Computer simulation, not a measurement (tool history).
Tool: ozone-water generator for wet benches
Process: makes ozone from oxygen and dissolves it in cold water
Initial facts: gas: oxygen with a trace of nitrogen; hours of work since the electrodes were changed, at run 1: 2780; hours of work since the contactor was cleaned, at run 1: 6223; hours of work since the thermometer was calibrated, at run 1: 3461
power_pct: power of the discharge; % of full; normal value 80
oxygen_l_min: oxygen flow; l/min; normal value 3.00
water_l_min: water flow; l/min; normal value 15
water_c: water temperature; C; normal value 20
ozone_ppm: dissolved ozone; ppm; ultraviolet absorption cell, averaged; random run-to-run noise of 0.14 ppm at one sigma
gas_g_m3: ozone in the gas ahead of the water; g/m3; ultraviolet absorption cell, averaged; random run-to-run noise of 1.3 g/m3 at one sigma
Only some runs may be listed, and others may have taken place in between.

run,day,power_pct,oxygen_l_min,water_l_min,water_c,hours of work since the electrodes were changed,hours of work since the contactor was cleaned,hours of work since the thermometer was calibrated,ozone_ppm,gas_g_m3
1,0.000,80,3.00,15,20,2780,6223,3461,14.3,220.0
2,6.262,80,3.00,15,20,2903,6345,3583,14.2,217.9
3,11.562,80,3.00,15,20,3007,6449,3687,14.5,217.9
4,14.858,80,3.00,15,20,3071,6514,3751,14.2,213.9
5,18.288,80,3.00,15,20,3138,6581,3818,14.2,217.0
6,22.067,80,3.00,15,17,3212,6655,3892,15.0,218.3
7,26.150,80,3.00,15,17,3292,6734,3972,14.8,216.6
# day 26.679: water thermometer calibrated
8,31.433,80,3.00,15,17,3395,6837,93,14.5,216.6
# day 36.779: water thermometer calibrated, once more
9,37.021,80,3.00,15,17,3504,6946,5,14.8,216.5
10,40.933,80,3.00,15,17,3580,7023,81,14.7,214.7
11,44.325,80,3.00,15,20,3647,7089,148,14.2,219.0
12,50.488,80,3.00,15,20,3767,7210,268,13.9,214.8
13,54.771,80,3.00,15,20,3851,7293,352,14.3,214.7
14,60.967,83,3.00,12,22,3972,7415,473,16.6,216.4
15,64.208,83,3.00,12,22,4035,7478,537,16.5,217.0
16,68.146,83,3.00,19,20,4112,7555,614,11.5,217.1
17,70.875,66,4.54,19,15,4166,7608,667,11.2,153.0
18,76.338,80,3.00,13,17,4273,7715,774,16.6,213.0
19,81.692,75,2.16,18,17,4377,7820,878,11.3,245.7
20,87.550,80,1.54,13,14,4492,7935,993,15.8,312.8
21,91.496,80,3.00,12,18,4569,8012,1070,17.0,209.1
22,94.412,53,3.00,15,14,4626,8069,1127,11.9,170.0
23,97.958,80,3.00,15,26,4696,8138,1197,12.8,211.8

Alternative continuations, all from the tool just after run 23; predict every row:
A,102.350,80,2.55,9,20,4781,8224,1283,?,?
B,102.350,54,4.40,15,15,4781,8224,1283,?,?
C,102.350,54,5.04,15,20,4781,8224,1283,?,?

run,ozone_ppm,gas_g_m3
A,20.2,230.2
B,12.0,138.4
C,10.9,127.7
Take away the tool's hidden state, keep each run's random variation, and the runs would have read:
run,ozone_ppm,gas_g_m3
A,23.0,252.4
B,13.5,149.0
C,12.3,137.5
